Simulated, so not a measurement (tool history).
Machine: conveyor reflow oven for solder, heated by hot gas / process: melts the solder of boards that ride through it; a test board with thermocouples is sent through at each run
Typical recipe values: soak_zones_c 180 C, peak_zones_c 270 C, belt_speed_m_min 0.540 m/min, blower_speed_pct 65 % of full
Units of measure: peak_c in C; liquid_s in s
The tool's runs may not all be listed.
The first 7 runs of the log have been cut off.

run,hour,soak_zones_c,peak_zones_c,belt_speed_m_min,blower_speed_pct,hours of work since the flux was cleaned out,hours of work since the belt drive was overhauled,hours of work since the thermocouples were changed,peak_c,liquid_s
8,89.1,180,280,0.540,65,96,96,97,266.50,79.17
9,101.8,180,280,0.540,65,103,103,105,266.51,79.14
10,114.3,180,280,0.540,65,111,111,112,266.52,79.18
11,129.6,180,280,0.442,65,120,120,121,271.65,100.38
12,142.2,180,280,0.637,65,127,127,128,261.12,63.61
13,151.8,180,270,0.540,65,133,133,134,257.50,73.77
14,164.9,180,270,0.540,65,140,140,142,257.48,73.76
15,182.9,175,270,0.540,65,151,151,152,256.67,71.27
16,197.7,180,268,0.540,87,160,160,161,258.91,75.49
17,207.7,169,267,0.540,65,166,166,167,253.14,66.19
18,216.8,172,270,0.540,83,171,171,172,259.37,72.54
19,235.2,172,268,0.522,53,182,182,183,252.78,68.59
20,247.4,180,268,0.540,65,189,189,190,255.74,72.41
21,258.9,187,270,0.457,65,196,196,197,262.23,95.23
22,274.6,180,270,0.540,56,205,205,206,255.60,71.83
23,283.2,180,270,0.540,56,210,210,211,255.62,71.98
24,293.4,180,270,0.464,56,216,216,217,259.58,88.09
25,312.0,180,270,0.464,56,227,227,228,259.64,88.24
26,320.3,180,277,0.438,65,232,232,233,269.07,99.88
27,335.5,180,277,0.438,65,241,241,242,268.94,99.97
28,350.5,180,277,0.438,65,250,250,251,268.90,99.78
29,363.5,180,277,0.438,65,257,257,259,268.91,100.01
30,378.1,180,274,0.580,65,266,266,267,258.99,69.04

4 ways to go on from here, each from the tool as it stands after run 30. What would each give?
A,396.6,180,265,0.464,65,277,277,278,?,?
B,396.6,168,273,0.580,60,277,277,278,?,?
C,396.6,182,274,0.482,65,277,277,278,?,?
D,396.6,174,274,0.643,64,277,277,278,?,?

run,peak_c,liquid_s
A,256.47,86.63
B,254.77,61.36
C,264.17,88.84
D,254.23,56.42
Stripped of hidden state, with their random variation kept, the same runs would have yielded:
run,peak_c,liquid_s
A,256.48,86.64
B,254.79,61.38
C,264.19,88.84
D,254.25,56.43
